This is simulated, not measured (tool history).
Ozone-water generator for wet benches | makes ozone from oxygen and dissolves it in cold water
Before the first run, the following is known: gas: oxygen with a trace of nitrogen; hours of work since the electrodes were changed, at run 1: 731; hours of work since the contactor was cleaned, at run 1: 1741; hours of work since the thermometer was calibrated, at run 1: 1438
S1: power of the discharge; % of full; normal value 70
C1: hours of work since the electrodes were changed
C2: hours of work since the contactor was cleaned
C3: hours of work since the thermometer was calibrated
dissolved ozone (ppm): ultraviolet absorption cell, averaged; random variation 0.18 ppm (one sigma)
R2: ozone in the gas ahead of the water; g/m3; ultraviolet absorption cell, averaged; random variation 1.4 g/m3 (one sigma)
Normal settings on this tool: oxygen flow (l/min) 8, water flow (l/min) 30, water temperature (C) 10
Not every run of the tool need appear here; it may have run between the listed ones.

run 1 hour=0 | S1=70 oxygen_flow_(l/min)=8 water_flow_(l/min)=30 water_temperature_(C)=10 | C1=731 C2=1741 C3=1438 | dissolved_ozone_(ppm)=23.7 R2=263.4
run 2 hour=46.7 | S1=70 oxygen_flow_(l/min)=8 water_flow_(l/min)=30 water_temperature_(C)=10 | C1=772 C2=1782 C3=1480 | dissolved_ozone_(ppm)=24.1 R2=259.9
run 3 hour=103.3 | S1=70 oxygen_flow_(l/min)=8 water_flow_(l/min)=30 water_temperature_(C)=10 | C1=822 C2=1832 C3=1530 | dissolved_ozone_(ppm)=23.8 R2=260.3
run 4 hour=149 | S1=70 oxygen_flow_(l/min)=8 water_flow_(l/min)=30 water_temperature_(C)=10 | C1=863 C2=1873 C3=1570 | dissolved_ozone_(ppm)=23.5 R2=261.6
run 5 hour=192.9 | S1=70 oxygen_flow_(l/min)=8 water_flow_(l/min)=30 water_temperature_(C)=10 | C1=902 C2=1912 C3=1609 | dissolved_ozone_(ppm)=23.6 R2=260.6
run 6 hour=232.7 | S1=70 oxygen_flow_(l/min)=8 water_flow_(l/min)=30 water_temperature_(C)=10 | C1=937 C2=1947 C3=1645 | dissolved_ozone_(ppm)=23.2 R2=261.6
run 7 hour=313.2 | S1=70 oxygen_flow_(l/min)=8 water_flow_(l/min)=30 water_temperature_(C)=12 | C1=1009 C2=2019 C3=1716 | dissolved_ozone_(ppm)=23.2 R2=260
run 8 hour=378.1 | S1=70 oxygen_flow_(l/min)=8 water_flow_(l/min)=30 water_temperature_(C)=12 | C1=1066 C2=2076 C3=1774 | dissolved_ozone_(ppm)=22.8 R2=258.8
run 9 hour=446.3 | S1=70 oxygen_flow_(l/min)=8 water_flow_(l/min)=30 water_temperature_(C)=12 | C1=1127 C2=2137 C3=1835 | dissolved_ozone_(ppm)=22.5 R2=257.9
run 10 hour=486.9 | S1=70 oxygen_flow_(l/min)=8 water_flow_(l/min)=30 water_temperature_(C)=12 | C1=1163 C2=2173 C3=1871 | dissolved_ozone_(ppm)=23.2 R2=257.8
run 11 hour=561.8 | S1=70 oxygen_flow_(l/min)=8 water_flow_(l/min)=30 water_temperature_(C)=12 | C1=1230 C2=2240 C3=1937 | dissolved_ozone_(ppm)=22.8 R2=261
run 12 hour=612.6 | S1=70 oxygen_flow_(l/min)=6.35 water_flow_(l/min)=30 water_temperature_(C)=12 | C1=1275 C2=2285 C3=1982 | dissolved_ozone_(ppm)=22.5 R2=297.1
run 13 hour=652.7 | S1=70 oxygen_flow_(l/min)=6.35 water_flow_(l/min)=36 water_temperature_(C)=12 | C1=1310 C2=2320 C3=2018 | dissolved_ozone_(ppm)=18.4 R2=294.5
run 14 hour=709.5 | S1=70 oxygen_flow_(l/min)=6.35 water_flow_(l/min)=36 water_temperature_(C)=12 | C1=1361 C2=2371 C3=2068 | dissolved_ozone_(ppm)=18.4 R2=295
run 15 hour=782.2 | S1=70 oxygen_flow_(l/min)=6.35 water_flow_(l/min)=36 water_temperature_(C)=12 | C1=1425 C2=2435 C3=2133 | dissolved_ozone_(ppm)=18.4 R2=296.5
run 16 hour=858.6 | S1=70 oxygen_flow_(l/min)=6.35 water_flow_(l/min)=36 water_temperature_(C)=12 | C1=1493 C2=2503 C3=2201 | dissolved_ozone_(ppm)=18.1 R2=294.3
run 17 hour=934.3 | S1=53 oxygen_flow_(l/min)=6.35 water_flow_(l/min)=36 water_temperature_(C)=6 | C1=1560 C2=2570 C3=2268 | dissolved_ozone_(ppm)=15.9 R2=241.2
-- hour=942.9 contactor cleaned
run 18 hour=978.9 | S1=53 oxygen_flow_(l/min)=6.35 water_flow_(l/min)=36 water_temperature_(C)=6 | C1=1596 C2=32 C3=2304 | dissolved_ozone_(ppm)=15.6 R2=241
run 19 hour=1052.1 | S1=70 oxygen_flow_(l/min)=8 water_flow_(l/min)=20 water_temperature_(C)=6 | C1=1661 C2=97 C3=2369 | dissolved_ozone_(ppm)=36.4 R2=255.4
-- hour=1069.4 contactor cleaned, once more
run 20 hour=1117.8 | S1=70 oxygen_flow_(l/min)=8 water_flow_(l/min)=20 water_temperature_(C)=6 | C1=1716 C2=43 C3=2424 | dissolved_ozone_(ppm)=37 R2=256.8
run 21 hour=1200.2 | S1=70 oxygen_flow_(l/min)=11.63 water_flow_(l/min)=45 water_temperature_(C)=10 | C1=1789 C2=116 C3=2497 | dissolved_ozone_(ppm)=15.2 R2=205.3
run 22 hour=1254.4 | S1=96 oxygen_flow_(l/min)=5.89 water_flow_(l/min)=21 water_temperature_(C)=10 | C1=1838 C2=164 C3=2545 | dissolved_ozone_(ppm)=42.1 R2=385

Run 23 comes next. What will it give?
run 23 hour=1320 | S1=70 oxygen_flow_(l/min)=8 water_flow_(l/min)=30 water_temperature_(C)=15 | C1=1896 C2=223 C3=2603 | dissolved_ozone_(ppm)=? R2=?

Run 23 came out at dissolved ozone (ppm) 22.2, R2 255.8 g/m3.
Take away the tool's hidden state, keep the run-to-run variation as it was, and the same run would have given dissolved ozone (ppm) 23.7, R2 268.9 g/m3.
